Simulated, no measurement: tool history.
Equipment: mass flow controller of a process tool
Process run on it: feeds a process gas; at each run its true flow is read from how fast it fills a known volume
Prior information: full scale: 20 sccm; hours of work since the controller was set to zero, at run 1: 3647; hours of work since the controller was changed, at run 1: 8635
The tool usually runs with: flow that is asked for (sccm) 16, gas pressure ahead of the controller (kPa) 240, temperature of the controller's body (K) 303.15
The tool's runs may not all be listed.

| run | hour | flow that is asked for (sccm) | gas pressure ahead of the controller (kPa) | temperature of the controller's body (K) | hours of work since the controller was set to zero | hours of work since the controller was changed | true flow (%) |
|---|---|---|---|---|---|---|---|
| 1 | 0.0 | 16 | 240 | 303.15 | 3647 | 8635 | 99.47 |
| 2 | 172.6 | 16 | 240 | 303.15 | 3780 | 8768 | 99.45 |
| 3 | 353.5 | 16 | 141 | 303.15 | 3920 | 8907 | 99.64 |
| 4 | 470.7 | 16 | 240 | 303.15 | 4010 | 8997 | 99.54 |
| 5 | 607.6 | 4 | 240 | 303.15 | 4116 | 9103 | 97.45 |
| 6 | 781.2 | 4 | 240 | 303.15 | 4250 | 9237 | 97.41 |
| 7 | 1011.1 | 16 | 240 | 303.15 | 4427 | 9414 | 99.53 |
| 8 | 1160.3 | 16 | 240 | 303.15 | 4542 | 9529 | 99.43 |
| 9 | 1318.3 | 16 | 195 | 303.15 | 4664 | 9651 | 99.55 |
| 10 | 1540.5 | 16 | 195 | 303.15 | 4835 | 9822 | 99.63 |
|  | 1566.5 | controller exchanged for a calibrated one |
| 11 | 1713.4 | 16 | 195 | 303.15 | 113 | 113 | 99.56 |
| 12 | 1941.2 | 16 | 240 | 303.15 | 289 | 289 | 99.45 |
| 13 | 2169.7 | 16 | 240 | 303.15 | 465 | 465 | 99.53 |
| 14 | 2367.5 | 16 | 240 | 303.15 | 617 | 617 | 99.66 |
| 15 | 2562.0 | 16 | 240 | 303.15 | 767 | 767 | 99.42 |
| 16 | 2747.8 | 16 | 240 | 303.15 | 911 | 911 | 99.47 |
| 17 | 3002.6 | 16 | 269 | 303.15 | 1107 | 1107 | 99.47 |
| 18 | 3171.0 | 6 | 269 | 303.15 | 1237 | 1237 | 97.73 |
| 19 | 3398.8 | 3 | 240 | 303.15 | 1412 | 1412 | 97.20 |
| 20 | 3537.7 | 3 | 240 | 303.15 | 1520 | 1520 | 97.18 |
| 21 | 3814.3 | 3 | 240 | 303.15 | 1733 | 1733 | 97.38 |
| 22 | 3999.5 | 3 | 264 | 303.15 | 1875 | 1875 | 97.22 |
| 23 | 4202.9 | 3 | 264 | 303.15 | 2032 | 2032 | 97.12 |
| 24 | 4406.0 | 3 | 264 | 303.15 | 2189 | 2189 | 97.19 |
| 25 | 4610.4 | 16 | 240 | 303.15 | 2346 | 2346 | 99.62 |
| 26 | 4810.0 | 15 | 240 | 293.15 | 2500 | 2500 | 98.73 |
| 27 | 5032.0 | 15 | 240 | 293.15 | 2671 | 2671 | 98.85 |
| 28 | 5149.5 | 15 | 240 | 312.15 | 2762 | 2762 | 99.82 |
| 29 | 5270.8 | 15 | 240 | 312.15 | 2855 | 2855 | 99.88 |
| 30 | 5438.1 | 3 | 165 | 304.15 | 2984 | 2984 | 97.36 |
| 31 | 5722.0 | 3 | 165 | 304.15 | 3203 | 3203 | 97.49 |
| 32 | 6007.0 | 13 | 165 | 304.15 | 3423 | 3423 | 99.16 |
| 33 | 6155.4 | 3 | 207 | 311.15 | 3537 | 3537 | 97.72 |
| 34 | 6313.0 | 3 | 207 | 311.15 | 3659 | 3659 | 97.58 |
| 35 | 6436.6 | 3 | 207 | 303.15 | 3754 | 3754 | 97.33 |
| 36 | 6566.3 | 3 | 207 | 303.15 | 3854 | 3854 | 97.31 |
| 37 | 6846.5 | 4 | 206 | 303.15 | 4070 | 4070 | 97.53 |
| 38 | 7132.8 | 13 | 231 | 304.15 | 4291 | 4291 | 99.13 |
| 39 | 7386.8 | 3 | 231 | 304.15 | 4487 | 4487 | 97.31 |
| 40 | 7573.8 | 3 | 219 | 297.15 | 4631 | 4631 | 96.84 |
| 41 | 7857.6 | 5 | 179 | 306.15 | 4849 | 4849 | 97.68 |
|  | 7936.2 | controller's zero set anew |
| 42 | 8000.9 | 16 | 269 | 302.15 | 50 | 4960 | 99.52 |
| 43 | 8157.7 | 16 | 269 | 302.15 | 171 | 5080 | 99.40 |
| 44 | 8341.2 | 16 | 269 | 302.15 | 312 | 5222 | 99.41 |
| 45 | 8521.1 | 12 | 269 | 302.15 | 451 | 5361 | 98.63 |
| 46 | 8798.8 | 2 | 152 | 297.15 | 665 | 5575 | 96.90 |
| 47 | 9024.6 | 7 | 222 | 295.15 | 839 | 5749 | 97.62 |
| 48 | 9283.5 | 7 | 222 | 295.15 | 1039 | 5948 | 97.59 |

Run 49 has not been measured yet. What should we expect?
| 49 | 9493.7 | 5 | 240 | 303.15 | 1201 | 6110 | ? |

Run 49 gave true flow (%) 97.62.
If the tool had no hidden condition, the same run with the same run-to-run variation would have returned true flow (%) 97.63.
